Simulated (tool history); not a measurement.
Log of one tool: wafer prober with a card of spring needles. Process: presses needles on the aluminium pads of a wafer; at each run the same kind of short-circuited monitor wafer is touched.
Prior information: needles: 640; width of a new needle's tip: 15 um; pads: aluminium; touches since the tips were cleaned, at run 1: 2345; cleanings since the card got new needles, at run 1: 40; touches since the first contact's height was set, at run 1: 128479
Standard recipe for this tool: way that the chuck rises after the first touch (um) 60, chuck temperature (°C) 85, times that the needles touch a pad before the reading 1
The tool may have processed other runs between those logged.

| run | hour | way that the chuck rises after the first touch (um) | chuck temperature (°C) | times that the needles touch a pad before the reading | touches since the tips were cleaned | cleanings since the card got new needles | touches since the first contact's height was set | resistance of one needle with its contact and lead (mohm) | way that a needle slides on the pad (um) |
|---|---|---|---|---|---|---|---|---|---|
| 1 | 0.0 | 60 | 85 | 1 | 2345 | 40 | 128479 | 179 | 9.284 |
|  | 12.2 | tips cleaned on abrasive film |
| 2 | 12.2 | 60 | 85 | 1 | 0 | 41 | 133814 | 134 | 9.281 |
|  | 29.4 | tips cleaned on abrasive film |
| 3 | 36.9 | 60 | 85 | 1 | 3286 | 42 | 144649 | 193 | 9.269 |
|  | 45.6 | tips cleaned on abrasive film |
| 4 | 52.7 | 60 | 85 | 1 | 3149 | 43 | 151593 | 192 | 9.266 |
|  | 63.3 | tips cleaned on abrasive film |
| 5 | 76.0 | 60 | 85 | 1 | 5612 | 44 | 161833 | 207 | 9.269 |
|  | 80.0 | tips cleaned on abrasive film |
|  | 95.9 | tips cleaned on abrasive film |
| 6 | 100.9 | 60 | 85 | 1 | 2204 | 46 | 172731 | 181 | 9.221 |
|  | 112.0 | tips cleaned on abrasive film |
| 7 | 123.2 | 60 | 85 | 1 | 4970 | 47 | 182529 | 205 | 9.236 |
|  | 128.3 | tips cleaned on abrasive film |
| 8 | 138.1 | 60 | 85 | 1 | 4324 | 48 | 189058 | 205 | 9.216 |
|  | 145.4 | tips cleaned on abrasive film |
| 9 | 156.5 | 60 | 85 | 1 | 4894 | 49 | 197127 | 207 | 9.217 |
|  | 162.5 | tips cleaned on abrasive film |
|  | 167.4 | height of the first contact set anew |
| 10 | 172.5 | 60 | 85 | 1 | 4271 | 50 | 2265 | 202 | 9.387 |
|  | 179.8 | tips cleaned on abrasive film |
| 11 | 187.0 | 60 | 85 | 1 | 3183 | 51 | 8620 | 190 | 9.388 |
|  | 196.8 | tips cleaned on abrasive film |
| 12 | 199.6 | 60 | 85 | 1 | 1226 | 52 | 14120 | 161 | 9.380 |
|  | 214.1 | tips cleaned on abrasive film |
| 13 | 223.5 | 60 | 85 | 1 | 4188 | 53 | 24648 | 204 | 9.371 |
|  | 231.2 | tips cleaned on abrasive film |
|  | 248.2 | tips cleaned on abrasive film |
| 14 | 252.7 | 60 | 85 | 1 | 1996 | 55 | 37416 | 178 | 9.363 |
|  | 264.3 | tips cleaned on abrasive film |
| 15 | 275.4 | 60 | 85 | 2 | 4863 | 56 | 47377 | 175 | 9.353 |
|  | 281.1 | tips cleaned on abrasive film |
|  | 296.9 | tips cleaned on abrasive film |
| 16 | 298.9 | 44 | 85 | 1 | 850 | 58 | 57651 | 171 | 6.825 |
|  | 314.1 | tips cleaned on abrasive film |
| 17 | 325.3 | 60 | 103 | 2 | 4965 | 59 | 69291 | 179 | 9.350 |
|  | 329.8 | tips cleaned on abrasive film |
|  | 346.1 | tips cleaned on abrasive film |
| 18 | 351.3 | 70 | 85 | 2 | 2290 | 61 | 80650 | 150 | 10.887 |
|  | 362.2 | tips cleaned on abrasive film |
| 19 | 371.9 | 70 | 85 | 2 | 4300 | 62 | 89697 | 159 | 10.852 |
|  | 378.3 | tips cleaned on abrasive film |
| 20 | 390.8 | 40 | 48 | 1 | 5542 | 63 | 98005 | 306 | 6.166 |
|  | 395.3 | tips cleaned on abrasive film |
|  | 410.9 | tips cleaned on abrasive film |
| 21 | 419.7 | 60 | 123 | 2 | 3874 | 65 | 110648 | 172 | 9.278 |
|  | 428.6 | tips cleaned on abrasive film |
| 22 | 434.4 | 60 | 123 | 2 | 2567 | 66 | 117092 | 165 | 9.288 |
|  | 446.0 | tips cleaned on abrasive film |
| 23 | 452.2 | 52 | 31 | 2 | 2727 | 67 | 124907 | 172 | 8.022 |
|  | 461.8 | tips cleaned on abrasive film |
| 24 | 473.0 | 52 | 31 | 2 | 4929 | 68 | 134036 | 189 | 8.015 |
|  | 479.4 | tips cleaned on abrasive film |
| 25 | 489.0 | 42 | 33 | 2 | 4246 | 69 | 141054 | 210 | 6.446 |
|  | 495.0 | tips cleaned on abrasive film |
| 26 | 502.9 | 71 | 33 | 3 | 3475 | 70 | 147126 | 140 | 10.978 |
|  | 510.8 | tips cleaned on abrasive film |
|  | 527.5 | tips cleaned on abrasive film |
| 27 | 527.5 | 54 | 85 | 1 | 0 | 72 | 157891 | 139 | 8.292 |
|  | 545.2 | tips cleaned on abrasive film |
| 28 | 552.6 | 54 | 41 | 1 | 3304 | 73 | 168943 | 213 | 8.297 |
|  | 563.2 | tips cleaned on abrasive film |
| 29 | 578.3 | 58 | 109 | 2 | 6649 | 74 | 180218 | 186 | 8.921 |
|  | 581.0 | tips cleaned on abrasive film |
|  | 597.6 | tips cleaned on abrasive film |
| 30 | 601.6 | 60 | 78 | 1 | 1766 | 76 | 190396 | 174 | 9.206 |
|  | 613.5 | tips cleaned on abrasive film |
|  | 626.7 | height of the first contact set anew |
|  | 631.2 | tips cleaned on abrasive film |
| 31 | 631.3 | 78 | 78 | 1 | 63 | 78 | 1996 | 126 | 12.207 |

Selected run-to-run steps in resistance of one needle with its contact and lead (mohm), each split into two signed amounts: the part the tool would show with no hidden state at all (from settings, incoming material and random variation), and the remainder, which goes to the hidden state together with any gauge scatter not common to the measured and the hidden-state-free results:
What the log doesn't record here: debris on the tips, nm; way that the needles fall short of the set height, um; tips' diameter, um; drift of the gauge itself on contact_mohm, %; drift of the gauge itself on scrub_um, %.
Run 19 -> 20: way that the chuck rises after the first touch (um) 70 -> 40, chuck temperature (°C) 85 -> 48, times that the needles touch a pad before the reading 2 -> 1, tips cleaned on abrasive film. resistance of one needle with its contact and lead (mohm) +147: hidden state +146, all else +1.
Run 20 -> 21: way that the chuck rises after the first touch (um) 40 -> 60, chuck temperature (°C) 48 -> 123, times that the needles touch a pad before the reading 1 -> 2, tips cleaned on abrasive film, tips cleaned on abrasive film. resistance of one needle with its contact and lead (mohm) -134: hidden state -137, all else +3.
Run 27 -> 28: chuck temperature (°C) 85 -> 41, tips cleaned on abrasive film. resistance of one needle with its contact and lead (mohm) +74: hidden state +81, all else -7.
